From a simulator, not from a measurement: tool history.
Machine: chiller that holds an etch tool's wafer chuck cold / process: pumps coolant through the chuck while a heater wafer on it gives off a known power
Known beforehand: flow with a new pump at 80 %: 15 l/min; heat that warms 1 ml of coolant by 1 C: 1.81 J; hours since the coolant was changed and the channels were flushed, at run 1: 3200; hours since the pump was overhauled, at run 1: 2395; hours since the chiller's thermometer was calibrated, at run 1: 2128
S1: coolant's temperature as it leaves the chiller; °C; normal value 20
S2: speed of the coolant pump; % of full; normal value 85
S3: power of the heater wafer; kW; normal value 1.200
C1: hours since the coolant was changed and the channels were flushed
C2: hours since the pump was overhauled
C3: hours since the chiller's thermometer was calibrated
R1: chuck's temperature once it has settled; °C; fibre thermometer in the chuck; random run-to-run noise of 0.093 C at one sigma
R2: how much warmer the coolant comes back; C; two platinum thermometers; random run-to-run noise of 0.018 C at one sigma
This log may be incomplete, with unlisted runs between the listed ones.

run    hour  S1  S2     S3    C1    C2    C3     R1    R2
  1     0.0  20  85  1.200  3200  2395  2128  30.67  2.62
  2    47.2  20  85  1.200  3247  2442  2175  30.82  2.63
  3    69.6  20  85  1.200  3270  2465  2198  30.67  2.63
  4   102.1  20  85  1.200  3302  2497  2230  30.57  2.66
  5   128.5  20  85  1.200  3329  2523  2257  30.68  2.65
  6   170.6  20  85  1.200  3371  2566  2299  30.67  2.66
  7   216.5  20  85  1.200  3417  2612  2345  30.71  2.67
  8   265.8  20  85  1.200  3466  2661  2394  30.80  2.68
      271.9  -- chiller's thermometer calibrated
  9   291.1  20  85  1.200  3490  2685    19  30.73  2.65
 10   322.3  20  85  1.200  3521  2716    50  30.64  2.64
 11   368.7  20  85  1.200  3568  2763    97  30.72  2.66
 12   392.8  20  85  1.200  3592  2787   121  30.64  2.67
 13   421.3  20  85  0.631  3620  2815   149  25.65  1.40
      470.7  -- chiller's thermometer calibrated, once more
 14   476.6  20  70  1.200  3675  2870     6  32.32  3.23
 15   519.7  20  70  1.200  3718  2913    49  32.44  3.25
 16   550.0  20  70  1.200  3748  2943    79  32.34  3.24
 17   592.6  13  85  1.612  3791  2986   122  27.71  3.60
      612.6  -- coolant changed, channels flushed
 18   649.5  10  91  0.736    37  3036   173  15.73  1.56
 19   675.6  10  91  0.736    63  3063   199  15.77  1.55
 20   717.7  21  85  1.200   105  3105   241  30.82  2.66
 21   769.8  14  99  1.027   157  3157   293  21.53  1.99
 22   798.2  14  99  1.027   186  3185   322  21.62  1.99
 23   847.9  20  91  1.220   235  3235   371  29.56  2.55
 24   896.0  20  95  1.612   283  3283   419  32.33  3.31
 25   920.7  29  70  1.717   308  3308   444  44.80  4.66
 26   973.6  20  74  1.200   361  3361   497  30.96  3.08
 27   997.8  20  61  1.200   385  3385   521  31.99  3.73
 28  1038.9  20  61  1.200   426  3426   562  31.90  3.72

Expected results for the next run?
 29  1063.4  20  61  1.200  451  3450  587   ?   ?

For run 29 the tool returned R1 32.17 °C, R2 3.73 C.
On a tool with no hidden condition, and with the same random variation, this run would have come out at R1 31.45 °C, R2 3.44 C.
